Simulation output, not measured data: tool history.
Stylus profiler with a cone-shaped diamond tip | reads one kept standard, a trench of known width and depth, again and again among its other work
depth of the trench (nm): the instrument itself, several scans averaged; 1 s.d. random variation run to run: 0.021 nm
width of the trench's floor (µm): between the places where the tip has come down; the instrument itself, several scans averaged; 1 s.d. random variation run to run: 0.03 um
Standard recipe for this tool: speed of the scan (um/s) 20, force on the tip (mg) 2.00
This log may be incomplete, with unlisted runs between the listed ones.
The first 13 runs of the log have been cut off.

run	hour	speed of the scan (um/s)	force on the tip (mg)	scans with this tip	hours of work since the height scale was calibrated	depth of the trench (nm)	width of the trench's floor (µm)
14	879.7	20	4.46	4279	823	204.84	46.64
15	960.5	20	2.00	4503	866	202.94	46.59
16	1063.5	10	2.00	4787	921	202.97	46.58
17	1171.2	10	2.00	5085	978	203.01	46.56
18	1222.0	10	2.00	5225	1005	202.99	46.56
19	1288.3	10	2.00	5409	1040	203.01	46.55
20	1379.2	20	2.00	5660	1089	203.01	46.46
21	1444.2	20	2.00	5840	1123	203.00	46.44
22	1509.1	20	2.00	6019	1158	203.05	46.42
23	1580.7	20	2.00	6217	1196	203.05	46.35
# hour 1600.4: height scale calibrated on a step standard
24	1679.6	13	1.70	6489	42	202.38	46.35
25	1787.9	37	0.92	6788	100	201.62	46.20

What will run 26 give?
26	1854.8	11	4.18	6973	135	?	?

Run 26 gave depth of the trench (nm) 204.37, width of the trench's floor (µm) 46.33.
Without the tool's hidden state the same run would have given depth of the trench (nm) 204.31, width of the trench's floor (µm) 47.15.
